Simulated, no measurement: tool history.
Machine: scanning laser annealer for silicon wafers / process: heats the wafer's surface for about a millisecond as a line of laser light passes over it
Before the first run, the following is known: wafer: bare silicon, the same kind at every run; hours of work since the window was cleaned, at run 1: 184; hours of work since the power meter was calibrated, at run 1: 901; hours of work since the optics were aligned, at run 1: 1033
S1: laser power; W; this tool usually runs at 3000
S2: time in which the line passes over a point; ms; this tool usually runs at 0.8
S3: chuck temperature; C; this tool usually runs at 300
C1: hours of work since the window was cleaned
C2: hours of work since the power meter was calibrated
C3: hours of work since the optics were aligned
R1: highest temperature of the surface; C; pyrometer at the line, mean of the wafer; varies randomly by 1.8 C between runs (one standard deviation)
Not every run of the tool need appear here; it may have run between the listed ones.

Run 1, hour 0: usual settings; C1 184; C2 901; C3 1033. Result: R1 981 C.
Run 2, hour 41.5: usual settings; C1 206; C2 923; C3 1055. Result: R1 982 C.
Run 3, hour 71: usual settings but S1 3022 W; C1 221; C2 939; C3 1070. Result: R1 982 C.
Run 4, hour 96.8: usual settings but S3 321 C; C1 235; C2 952; C3 1084. Result: R1 995 C.
Run 5, hour 146.7: usual settings but S3 321 C; C1 261; C2 979; C3 1110. Result: R1 997 C.
Run 6, hour 182: usual settings but S1 3221 W, S2 0.677 ms; C1 280; C2 997; C3 1129. Result: R1 977 C.
Run 7, hour 231: usual settings but S1 2998 W, S2 0.758 ms, S3 302 C; C1 306; C2 1023; C3 1155. Result: R1 962 C.
Run 8, hour 279.7: usual settings but S1 3162 W; C1 332; C2 1049; C3 1181. Result: R1 1013 C.
At hour 291.7: optics aligned, line set to its width.
Run 9, hour 311: usual settings but S1 2666 W, S2 0.949 ms; C1 346; C2 1063; C3 10. Result: R1 943 C.
Run 10, hour 346.2: usual settings but S1 3237 W, S2 0.577 ms, S3 331 C; C1 364; C2 1082; C3 29. Result: R1 971 C.

Each row is a separate what-if for the run after 10, all from the same tool condition, not one after another. Results?
Run A, hour 377.4: usual settings but S3 305 C; C1 381; C2 1098; C3 45. Result: R1 ?.
Run B, hour 377.4: usual settings but S1 3082 W, S2 0.729 ms, S3 327 C; C1 381; C2 1098; C3 45. Result: R1 ?.
Run C, hour 377.4: usual settings but S2 0.646 ms, S3 288 C; C1 381; C2 1098; C3 45. Result: R1 ?.
Run D, hour 377.4: usual settings but S1 2936 W, S2 0.577 ms, S3 331 C; C1 381; C2 1098; C3 45. Result: R1 ?.

run   R1
  A  979
  B  997
  C  906
  D  906
With no hidden state in the tool, these same runs would have given:
run    R1
  A  1004
  B  1021
  C   928
  D   927
